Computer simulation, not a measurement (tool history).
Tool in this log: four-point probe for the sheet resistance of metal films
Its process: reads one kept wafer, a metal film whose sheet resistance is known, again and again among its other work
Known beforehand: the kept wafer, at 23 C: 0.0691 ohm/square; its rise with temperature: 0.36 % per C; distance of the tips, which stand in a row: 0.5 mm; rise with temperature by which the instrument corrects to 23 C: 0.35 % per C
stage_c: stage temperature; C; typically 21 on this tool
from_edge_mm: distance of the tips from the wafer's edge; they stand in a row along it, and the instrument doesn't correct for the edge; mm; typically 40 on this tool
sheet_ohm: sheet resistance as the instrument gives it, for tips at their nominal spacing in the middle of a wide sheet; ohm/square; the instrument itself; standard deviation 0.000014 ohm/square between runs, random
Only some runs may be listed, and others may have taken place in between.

run 1 hour=0 | stage_c=21 from_edge_mm=40 | sheet_ohm=0.068918
run 2 hour=17.5 | stage_c=21 from_edge_mm=40 | sheet_ohm=0.068915
run 3 hour=37.9 | stage_c=21 from_edge_mm=40 | sheet_ohm=0.06892
run 4 hour=60.3 | stage_c=21 from_edge_mm=40 | sheet_ohm=0.068901
run 5 hour=74.2 | stage_c=21 from_edge_mm=40 | sheet_ohm=0.068912
run 6 hour=91.1 | stage_c=25 from_edge_mm=40 | sheet_ohm=0.068942
run 7 hour=110 | stage_c=21 from_edge_mm=13 | sheet_ohm=0.068939
run 8 hour=127 | stage_c=20 from_edge_mm=13 | sheet_ohm=0.068928
run 9 hour=148.6 | stage_c=20 from_edge_mm=13 | sheet_ohm=0.068924
run 10 hour=164.9 | stage_c=20 from_edge_mm=13 | sheet_ohm=0.068928
run 11 hour=179.8 | stage_c=20 from_edge_mm=13 | sheet_ohm=0.068923
run 12 hour=195.6 | stage_c=26 from_edge_mm=40 | sheet_ohm=0.068928
run 13 hour=209.5 | stage_c=34 from_edge_mm=40 | sheet_ohm=0.068992
-- hour=219.1 stage's thermometer calibrated
run 14 hour=233 | stage_c=34 from_edge_mm=40 | sheet_ohm=0.069106
run 15 hour=252.3 | stage_c=34 from_edge_mm=40 | sheet_ohm=0.06913
run 16 hour=278.7 | stage_c=23 from_edge_mm=66 | sheet_ohm=0.069017
run 17 hour=303.1 | stage_c=23 from_edge_mm=9 | sheet_ohm=0.069126
run 18 hour=315.6 | stage_c=18 from_edge_mm=43 | sheet_ohm=0.068931
run 19 hour=341.6 | stage_c=18 from_edge_mm=43 | sheet_ohm=0.068956
run 20 hour=353.3 | stage_c=27 from_edge_mm=40 | sheet_ohm=0.069042
run 21 hour=368.2 | stage_c=19 from_edge_mm=62 | sheet_ohm=0.06894
run 22 hour=388.1 | stage_c=20 from_edge_mm=4 | sheet_ohm=0.069525
run 23 hour=408.2 | stage_c=29 from_edge_mm=18 | sheet_ohm=0.06903
run 24 hour=420 | stage_c=22 from_edge_mm=25 | sheet_ohm=0.068988
run 25 hour=436.8 | stage_c=34 from_edge_mm=4 | sheet_ohm=0.069668
run 26 hour=450.6 | stage_c=33 from_edge_mm=41 | sheet_ohm=0.069068
run 27 hour=474.2 | stage_c=24 from_edge_mm=72 | sheet_ohm=0.069008
run 28 hour=486.1 | stage_c=24 from_edge_mm=72 | sheet_ohm=0.068971

5 options for the next run, each taken on its own from the tool as it stands now. Forecast them:
run A hour=499 | stage_c=24 from_edge_mm=4 | sheet_ohm=?
run B hour=499 | stage_c=28 from_edge_mm=72 | sheet_ohm=?
run C hour=499 | stage_c=23 from_edge_mm=68 | sheet_ohm=?
run D hour=499 | stage_c=23 from_edge_mm=20 | sheet_ohm=?
run E hour=499 | stage_c=29 from_edge_mm=10 | sheet_ohm=?

run=A sheet_ohm=0.069583
run=B sheet_ohm=0.069016
run=C sheet_ohm=0.068987
run=D sheet_ohm=0.068993
run=E sheet_ohm=0.069116
Without the tool's hidden state the same runs would have given:
run=A sheet_ohm=0.069715
run=B sheet_ohm=0.069146
run=C sheet_ohm=0.069118
run=D sheet_ohm=0.069124
run=E sheet_ohm=0.069247

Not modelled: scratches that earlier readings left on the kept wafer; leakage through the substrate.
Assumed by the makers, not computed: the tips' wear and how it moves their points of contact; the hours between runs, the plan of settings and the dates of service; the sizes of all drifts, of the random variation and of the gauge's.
